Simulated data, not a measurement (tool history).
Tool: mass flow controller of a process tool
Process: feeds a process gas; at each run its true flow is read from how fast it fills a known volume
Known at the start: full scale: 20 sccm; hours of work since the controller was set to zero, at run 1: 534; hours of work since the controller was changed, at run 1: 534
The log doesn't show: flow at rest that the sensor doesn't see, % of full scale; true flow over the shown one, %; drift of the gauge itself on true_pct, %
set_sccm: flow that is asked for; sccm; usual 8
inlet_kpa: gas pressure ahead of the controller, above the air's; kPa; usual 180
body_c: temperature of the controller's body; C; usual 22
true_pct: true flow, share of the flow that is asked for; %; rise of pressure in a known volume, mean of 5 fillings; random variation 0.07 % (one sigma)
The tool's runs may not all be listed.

run	day	set_sccm	inlet_kpa	body_c	hours of work since the controller was set to zero	hours of work since the controller was changed	true_pct
1	0	8	180	22	534	534	98.43
2	4.721	8	180	22	578	578	98.27
3	7.662	8	180	25	606	606	98.23
4	12.804	8	268	25	654	654	97.43
5	16.517	8	268	25	689	689	97.45
6	21.621	19	192	22	737	737	100.08
7	26.612	8	144	22	784	784	98.56
8	32.058	8	160	29	835	835	97.75
9	36.471	8	160	29	876	876	97.86
10	39.271	8	274	21	903	903	97.69

Measured less the same run without the tool's hidden state. The same run-to-run variation is in both; the gauge's scatter may not be:
run	true_pct
1	-0.28
2	-0.3
3	-0.31
4	-0.33
5	-0.36
6	-0.07
7	-0.39
8	-0.42
9	-0.44
10	-0.45

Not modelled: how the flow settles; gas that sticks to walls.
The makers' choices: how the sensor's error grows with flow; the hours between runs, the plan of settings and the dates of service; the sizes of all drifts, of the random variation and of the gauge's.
